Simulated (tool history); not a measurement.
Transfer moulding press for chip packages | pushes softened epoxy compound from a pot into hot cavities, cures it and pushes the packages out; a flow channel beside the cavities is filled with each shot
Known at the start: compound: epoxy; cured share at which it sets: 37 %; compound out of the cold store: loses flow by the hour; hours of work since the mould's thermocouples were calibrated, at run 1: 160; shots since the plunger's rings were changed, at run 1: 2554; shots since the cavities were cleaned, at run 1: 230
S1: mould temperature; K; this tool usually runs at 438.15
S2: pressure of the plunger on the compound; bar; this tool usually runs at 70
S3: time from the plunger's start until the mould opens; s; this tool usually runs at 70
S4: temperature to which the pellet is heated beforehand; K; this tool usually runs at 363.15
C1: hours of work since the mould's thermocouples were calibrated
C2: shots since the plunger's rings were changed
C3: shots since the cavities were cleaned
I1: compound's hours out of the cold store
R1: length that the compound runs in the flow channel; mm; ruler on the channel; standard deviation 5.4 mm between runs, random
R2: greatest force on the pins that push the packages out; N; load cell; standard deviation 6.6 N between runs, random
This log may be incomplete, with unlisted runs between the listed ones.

run   hour      S1    S2  S3      S4   C1    C2    C3    I1    R1   R2
  1      0  438.15    70  70  363.15  160  2554   230  30.9   865  336
  2    6.3  438.15    70  70  357.15  163  2637   313  21.7   896  373
  3   13.9  438.15    70  70  357.15  166  2736   412  29.8   862  384
  4   22.2  438.15  80.5  70  363.15  170  2844   520  39.8   890  404
  5   32.4  438.15  80.5  70  363.15  175  2977   653   8.6  1027  445
  6   38.7  438.15    70  70  363.15  178  3059   735  36.3   835  422
  7   51.7  438.15    70  70  355.15  185  3229   905  18.5   911  494
  8   61.9  438.15    70  70  355.15  190  3363  1039  37.4   834  478
      71.4  -- cavities cleaned with cleaning compound and waxed
  9   76.7  443.15    70  70  353.15  196  3535    68  13.1   907  479
 10   84.8  444.15  58.9  58  363.15  200  3642   175    22   794  589
      88.4  -- plunger's sealing rings changed
 11   93.9  444.15  58.9  58  363.15  203    70   260  18.3   866  596
 12  102.9  431.15    70  70  368.15  207   189   379  20.9   949  896
 13  112.5  446.15    56  62  369.15  212   314   504  36.9   766  449
 14  118.9  446.15  60.7  62  368.15  215   397   587    13   894  482
 15  127.1  446.15  60.7  62  368.15  219   505   695  11.4   892  488
 16  138.2  441.15  60.7  62  355.15  224   650   840  44.5   782  591

Selected run-to-run steps in R1, each split into two signed amounts: the part the tool would show with no hidden state at all (from settings, incoming material and random variation), and the remainder, which goes to the hidden state together with any gauge scatter not common to the measured and the hidden-state-free results:
Hidden state present: true mould temperature over the reading, C; pressure that reaches the compound, % of what is set; grip of the stained cavities, % over clean ones'; drift of the gauge itself on flow_mm, %; drift of the gauge itself on push_out_n, %.
Run 5 -> 6: S2 80.5 -> 70. R1 -192 mm: hidden state +9, all else -201.
Run 10 -> 11: plunger's sealing rings changed. R1 +72 mm: hidden state +45, all else +27.
